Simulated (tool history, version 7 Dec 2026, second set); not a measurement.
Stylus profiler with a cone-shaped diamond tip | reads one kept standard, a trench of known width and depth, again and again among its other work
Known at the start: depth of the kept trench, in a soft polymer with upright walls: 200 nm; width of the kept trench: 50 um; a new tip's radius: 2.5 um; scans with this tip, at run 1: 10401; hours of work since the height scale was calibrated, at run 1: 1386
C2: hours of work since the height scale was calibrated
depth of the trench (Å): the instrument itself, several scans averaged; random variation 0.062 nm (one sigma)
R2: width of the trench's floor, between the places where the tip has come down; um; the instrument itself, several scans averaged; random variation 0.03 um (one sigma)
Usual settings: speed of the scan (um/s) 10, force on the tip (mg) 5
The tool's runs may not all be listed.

Run 1, hour 0: usual settings; scans with this tip 10401; C2 1386. Result: depth of the trench (Å) 2036.6, R2 47.23 um.
Run 2, hour 99.9: usual settings; scans with this tip 10795; C2 1439. Result: depth of the trench (Å) 2036.2, R2 47.15 um.
Run 3, hour 163.9: usual settings; scans with this tip 11047; C2 1472. Result: depth of the trench (Å) 2036.1, R2 47.12 um.
Run 4, hour 234.7: usual settings; scans with this tip 11327; C2 1509. Result: depth of the trench (Å) 2036.6, R2 47.11 um.
Run 5, hour 286: usual settings; scans with this tip 11529; C2 1536. Result: depth of the trench (Å) 2035.8, R2 47.14 um.
Run 6, hour 337.6: usual settings but speed of the scan (um/s) 11; scans with this tip 11733; C2 1563. Result: depth of the trench (Å) 2036, R2 47.1 um.
Run 7, hour 447.1: usual settings but speed of the scan (um/s) 11; scans with this tip 12165; C2 1621. Result: depth of the trench (Å) 2037.1, R2 47.06 um.
Run 8, hour 527.3: usual settings; scans with this tip 12481; C2 1663. Result: depth of the trench (Å) 2035.9, R2 47.04 um.
Run 9, hour 607.8: usual settings; scans with this tip 12798; C2 1706. Result: depth of the trench (Å) 2035.1, R2 47.07 um.
Run 10, hour 700.2: usual settings; scans with this tip 13163; C2 1754. Result: depth of the trench (Å) 2034.2, R2 46.95 um.
Run 11, hour 779.8: usual settings; scans with this tip 13477; C2 1796. Result: depth of the trench (Å) 2034.1, R2 46.95 um.
Run 12, hour 830: usual settings; scans with this tip 13675; C2 1822. Result: depth of the trench (Å) 2034.2, R2 47 um.
Run 13, hour 920.8: usual settings but force on the tip (mg) 8.49; scans with this tip 14033; C2 1870. Result: depth of the trench (Å) 2052.7, R2 46.94 um.
Run 14, hour 1002.3: usual settings but force on the tip (mg) 3.94; scans with this tip 14355; C2 1913. Result: depth of the trench (Å) 2028.8, R2 46.91 um.
Run 15, hour 1075.6: usual settings but force on the tip (mg) 3.94; scans with this tip 14644; C2 1951. Result: depth of the trench (Å) 2027.5, R2 46.92 um.
Run 16, hour 1132.7: usual settings but force on the tip (mg) 3.94; scans with this tip 14869; C2 1981. Result: depth of the trench (Å) 2027.9, R2 46.94 um.
Run 17, hour 1186.1: usual settings but speed of the scan (um/s) 6, force on the tip (mg) 3.67; scans with this tip 15080; C2 2010. Result: depth of the trench (Å) 2024.8, R2 46.87 um.
Run 18, hour 1261.2: usual settings but speed of the scan (um/s) 9, force on the tip (mg) 7.66; scans with this tip 15376; C2 2049. Result: depth of the trench (Å) 2046.8, R2 46.87 um.
Run 19, hour 1347.1: usual settings but speed of the scan (um/s) 9, force on the tip (mg) 7.66; scans with this tip 15715; C2 2094. Result: depth of the trench (Å) 2047.5, R2 46.86 um.
Run 20, hour 1458.5: usual settings but speed of the scan (um/s) 9, force on the tip (mg) 5.13; scans with this tip 16154; C2 2153. Result: depth of the trench (Å) 2034.5, R2 46.81 um.
Run 21, hour 1570.5: usual settings but speed of the scan (um/s) 11, force on the tip (mg) 14.79; scans with this tip 16596; C2 2212. Result: depth of the trench (Å) 2078.1, R2 46.81 um.
At hour 1619.2: height scale calibrated on a step standard.
Run 22, hour 1653.6: usual settings but speed of the scan (um/s) 8, force on the tip (mg) 1.8; scans with this tip 16922; C2 18. Result: depth of the trench (Å) 2019.4, R2 46.79 um.
Run 23, hour 1765: usual settings but speed of the scan (um/s) 13, force on the tip (mg) 1.98; scans with this tip 17361; C2 77. Result: depth of the trench (Å) 2020.6, R2 46.76 um.
At hour 1814.7: new tip fitted, height scale calibrated.
Run 24, hour 1851.3: usual settings but speed of the scan (um/s) 13, force on the tip (mg) 1.98; scans with this tip 145; C2 19. Result: depth of the trench (Å) 2023.6, R2 47.96 um.
Run 25, hour 1942.8: usual settings but speed of the scan (um/s) 13, force on the tip (mg) 1.98; scans with this tip 506; C2 67. Result: depth of the trench (Å) 2023.3, R2 47.94 um.
Run 26, hour 2003.9: usual settings but speed of the scan (um/s) 29, force on the tip (mg) 11.58; scans with this tip 747; C2 99. Result: depth of the trench (Å) 2073.9, R2 47.94 um.
Run 27, hour 2074.5: usual settings but speed of the scan (um/s) 11, force on the tip (mg) 4.2; scans with this tip 1025; C2 137. Result: depth of the trench (Å) 2038.5, R2 47.9 um.
Run 28, hour 2130.2: usual settings but speed of the scan (um/s) 3, force on the tip (mg) 4.82; scans with this tip 1245; C2 166. Result: depth of the trench (Å) 2041.6, R2 47.95 um.
Run 29, hour 2224.7: usual settings but speed of the scan (um/s) 12, force on the tip (mg) 6.89; scans with this tip 1618; C2 216. Result: depth of the trench (Å) 2051.6, R2 47.82 um.
Run 30, hour 2333.6: usual settings but speed of the scan (um/s) 37, force on the tip (mg) 9.7; scans with this tip 2047; C2 273. Result: depth of the trench (Å) 2065.7, R2 47.79 um.
Run 31, hour 2400.1: usual settings but speed of the scan (um/s) 37, force on the tip (mg) 9.7; scans with this tip 2310; C2 308. Result: depth of the trench (Å) 2064.4, R2 47.8 um.

4 ways to go on from here, each from the tool as it stands after run 31. What would each give?
Run A, hour 2504.9: usual settings but force on the tip (mg) 6.57; scans with this tip 2723; C2 363. Result: depth of the trench (Å) ?, R2 ?.
Run B, hour 2504.9: usual settings but speed of the scan (um/s) 27, force on the tip (mg) 3.61; scans with this tip 2723; C2 363. Result: depth of the trench (Å) ?, R2 ?.
Run C, hour 2504.9: usual settings but speed of the scan (um/s) 37, force on the tip (mg) 2.42; scans with this tip 2723; C2 363. Result: depth of the trench (Å) ?, R2 ?.
Run D, hour 2504.9: usual settings but speed of the scan (um/s) 34, force on the tip (mg) 12.49; scans with this tip 2723; C2 363. Result: depth of the trench (Å) ?, R2 ?.

run  depth of the trench (Å)     R2
  A                   2049.6  47.74
  B                   2033.3  47.61
  C                   2025.9  47.63
  D                   2077.3  47.72
Without the tool's hidden state the same runs would have given:
run  depth of the trench (Å)     R2
  A                   2050.8  47.99
  B                   2034.5  47.86
  C                     2027  47.88
  D                   2078.5  47.97
